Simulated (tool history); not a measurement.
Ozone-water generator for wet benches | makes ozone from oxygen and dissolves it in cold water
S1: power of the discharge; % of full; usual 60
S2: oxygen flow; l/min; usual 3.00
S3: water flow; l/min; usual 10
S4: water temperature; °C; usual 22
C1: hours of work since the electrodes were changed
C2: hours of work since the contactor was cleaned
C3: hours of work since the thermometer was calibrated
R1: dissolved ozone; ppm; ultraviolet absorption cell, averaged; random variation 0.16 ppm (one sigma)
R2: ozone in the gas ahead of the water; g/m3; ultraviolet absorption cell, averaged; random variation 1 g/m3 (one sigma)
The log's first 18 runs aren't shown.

run	day	S1	S2	S3	S4	C1	C2	C3	R1	R2
19	28.367	77	3.00	10	22	1772	5283	1426	24.3	202.9
20	29.288	77	3.00	10	22	1792	5303	1446	24.4	200.4
21	30.738	77	3.00	10	22	1824	5335	1478	24.5	202.2
22	32.229	77	3.00	10	22	1857	5368	1510	24.3	202.1
23	33.267	72	2.95	10	22	1879	5390	1533	23.1	192.6
24	35.338	46	5.37	10	22	1925	5435	1578	16.0	102.5
25	36.812	60	1.96	14	22	1957	5468	1611	14.9	211.7
26	38.704	60	3.04	10	22	1998	5509	1652	20.4	165.8
27	40.517	83	3.00	10	20	2038	5549	1692	26.4	210.3
28	42.529	83	3.00	10	20	2082	5593	1736	26.4	212.4

Run 29 comes next. What will it give?
# day 42.825: gauge calibrated
29	44.050	83	3.00	10	20	2115	5626	1769	?	?

R1: 26.5 ppm
R2: 219.3 g/m3
Without the tool's hidden state the same run would have given R1 26.6 ppm, R2 219.6 g/m3.
